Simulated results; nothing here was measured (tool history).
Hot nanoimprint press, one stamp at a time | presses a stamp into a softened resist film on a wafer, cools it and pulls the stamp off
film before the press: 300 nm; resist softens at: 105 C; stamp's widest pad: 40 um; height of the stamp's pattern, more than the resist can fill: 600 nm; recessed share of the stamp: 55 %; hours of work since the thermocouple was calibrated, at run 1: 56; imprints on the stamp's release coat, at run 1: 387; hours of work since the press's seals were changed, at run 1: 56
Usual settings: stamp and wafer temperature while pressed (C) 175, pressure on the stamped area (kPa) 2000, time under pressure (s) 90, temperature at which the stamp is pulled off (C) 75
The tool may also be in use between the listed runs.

| run | hour | stamp and wafer temperature while pressed (C) | pressure on the stamped area (kPa) | time under pressure (s) | temperature at which the stamp is pulled off (C) | hours of work since the thermocouple was calibrated | imprints on the stamp's release coat | hours of work since the press's seals were changed | resist left under the stamp's widest pad (Å) | greatest force while the stamp is pulled off (N) |
|---|---|---|---|---|---|---|---|---|---|---|
| 1 | 0.0 | 175 | 2000 | 90 | 75 | 56 | 387 | 56 | 1451 | 211 |
| 2 | 11.4 | 184 | 2000 | 90 | 75 | 63 | 434 | 63 | 1004 | 219 |
| 3 | 17.5 | 184 | 2000 | 90 | 75 | 67 | 459 | 67 | 990 | 226 |
| 4 | 29.3 | 184 | 2000 | 110 | 75 | 74 | 507 | 74 | 914 | 220 |
| 5 | 41.5 | 184 | 2000 | 110 | 75 | 81 | 557 | 81 | 935 | 218 |
| 6 | 47.0 | 184 | 2000 | 110 | 75 | 84 | 580 | 84 | 921 | 230 |
| 7 | 54.0 | 175 | 2000 | 90 | 75 | 88 | 608 | 88 | 1437 | 235 |
| 8 | 62.8 | 175 | 2000 | 90 | 75 | 93 | 644 | 93 | 1448 | 231 |
| 9 | 70.6 | 175 | 2000 | 90 | 75 | 98 | 676 | 98 | 1443 | 237 |
| 10 | 77.4 | 175 | 2210 | 90 | 75 | 102 | 704 | 102 | 1416 | 229 |
| 11 | 83.8 | 175 | 2210 | 90 | 75 | 106 | 730 | 106 | 1409 | 238 |
| 12 | 88.7 | 175 | 2700 | 90 | 75 | 109 | 750 | 109 | 1282 | 233 |
| 13 | 98.2 | 175 | 2700 | 90 | 75 | 114 | 789 | 114 | 1283 | 237 |
| 14 | 110.1 | 175 | 2000 | 90 | 75 | 121 | 837 | 121 | 1462 | 241 |

Run 15 comes next. What will it give?
| 15 | 115.3 | 172 | 2000 | 74 | 75 | 124 | 859 | 124 | ? | ? |

Run 15 gave resist left under the stamp's widest pad (Å) 1770, greatest force while the stamp is pulled off (N) 240.
Without the tool's hidden state the same run would have given resist left under the stamp's widest pad (Å) 1718, greatest force while the stamp is pulled off (N) 205.

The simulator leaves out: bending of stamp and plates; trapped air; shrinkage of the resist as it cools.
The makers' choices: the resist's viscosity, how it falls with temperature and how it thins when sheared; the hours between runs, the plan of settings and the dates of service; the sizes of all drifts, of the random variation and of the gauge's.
